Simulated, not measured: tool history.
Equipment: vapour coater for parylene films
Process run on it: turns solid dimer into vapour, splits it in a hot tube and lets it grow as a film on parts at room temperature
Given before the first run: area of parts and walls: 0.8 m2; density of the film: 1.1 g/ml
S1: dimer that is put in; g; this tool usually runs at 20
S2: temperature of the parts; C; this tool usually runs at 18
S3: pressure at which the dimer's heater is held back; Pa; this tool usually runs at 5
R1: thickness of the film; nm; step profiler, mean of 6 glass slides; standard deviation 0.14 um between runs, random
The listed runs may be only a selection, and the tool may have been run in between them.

run 1 day=0 | S1=20 S2=18 S3=5 | R1=17740
run 2 day=1.162 | S1=20 S2=18 S3=5.7 | R1=17560
run 3 day=2.304 | S1=20 S2=18 S3=5.7 | R1=17590
run 4 day=3.367 | S1=20 S2=12 S3=5 | R1=22580
run 5 day=4.683 | S1=20 S2=12 S3=5 | R1=22280
run 6 day=6.271 | S1=20 S2=12 S3=5 | R1=22390
run 7 day=7.412 | S1=20 S2=12 S3=5 | R1=22150
run 8 day=8.208 | S1=17 S2=14 S3=6.95 | R1=17170
run 9 day=9.533 | S1=16 S2=14 S3=9.38 | R1=16030
run 10 day=10.925 | S1=16 S2=14 S3=9.38 | R1=15890
run 11 day=12.146 | S1=16 S2=14 S3=9.38 | R1=15920
-- day=13.242 trap's valve overhauled
run 12 day=13.262 | S1=16 S2=14 S3=9.38 | R1=16030
run 13 day=14.046 | S1=16 S2=11 S3=7.71 | R1=17880
run 14 day=15.196 | S1=20 S2=17 S3=8.2 | R1=17690

Predict each of these 3 candidate next runs independently; none follows another, all start after run 14:
run A day=16.808 | S1=15 S2=29 S3=5 | R1=?
run B day=16.808 | S1=10 S2=20 S3=5 | R1=?
run C day=16.808 | S1=22 S2=28 S3=11.53 | R1=?

run=A R1=8230
run=B R1=8200
run=C R1=11840
Take away the tool's hidden state, keep each run's random variation, and the runs would have read:
run=A R1=8240
run=B R1=8220
run=C R1=11860

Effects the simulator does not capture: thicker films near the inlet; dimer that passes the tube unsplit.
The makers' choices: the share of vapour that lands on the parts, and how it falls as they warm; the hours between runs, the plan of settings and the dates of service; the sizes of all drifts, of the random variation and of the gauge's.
